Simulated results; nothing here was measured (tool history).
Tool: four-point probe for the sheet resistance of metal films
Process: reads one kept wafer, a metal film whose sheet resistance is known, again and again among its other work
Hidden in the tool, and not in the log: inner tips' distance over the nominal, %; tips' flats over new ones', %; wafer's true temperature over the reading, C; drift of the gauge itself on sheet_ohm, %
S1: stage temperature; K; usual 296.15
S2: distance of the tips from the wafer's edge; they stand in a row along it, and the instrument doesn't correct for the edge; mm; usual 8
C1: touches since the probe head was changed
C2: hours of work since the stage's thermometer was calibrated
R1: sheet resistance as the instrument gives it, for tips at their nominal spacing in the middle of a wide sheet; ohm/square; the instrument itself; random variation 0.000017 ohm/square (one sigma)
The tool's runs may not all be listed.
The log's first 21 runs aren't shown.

run	hour	S1	S2	C1	C2	R1
22	375.2	298.15	10	13679	1202	0.083313
23	387.6	298.15	10	14017	1209	0.083298
24	406.6	298.15	43	14535	1220	0.083161
25	428.6	297.15	48	15136	1233	0.083299
26	450.8	297.15	48	15746	1245	0.083296
27	468.7	297.15	48	16234	1256	0.083295
28	485.3	297.15	48	16689	1265	0.083308
29	511.8	301.15	11	17414	1280	0.082925
30	535.1	301.15	11	18050	1294	0.082919
31	555.3	302.15	58	18601	1305	0.082732
32	569.9	304.15	62	19001	1314	0.082497
33	595.4	294.15	13	19698	1328	0.083728
34	606.6	292.15	50	20004	1335	0.083909
35	618	306.15	8	20317	1341	0.082428
36	631.3	306.15	8	20680	1349	0.082436
37	646.8	306.15	6	21105	1358	0.082548

Forecast each of these 5 alternatives for the next run:
A	672.9	292.15	45	21817	1373	?
B	672.9	292.15	18	21817	1373	?
C	672.9	296.15	8	21817	1373	?
D	672.9	308.15	8	21817	1373	?
E	672.9	301.15	6	21817	1373	?

run	R1
A	0.083867
B	0.083919
C	0.08357
D	0.082216
E	0.083095
Without the tool's hidden state the same runs would have given:
run	R1
A	0.083677
B	0.083729
C	0.08338
D	0.082025
E	0.082904
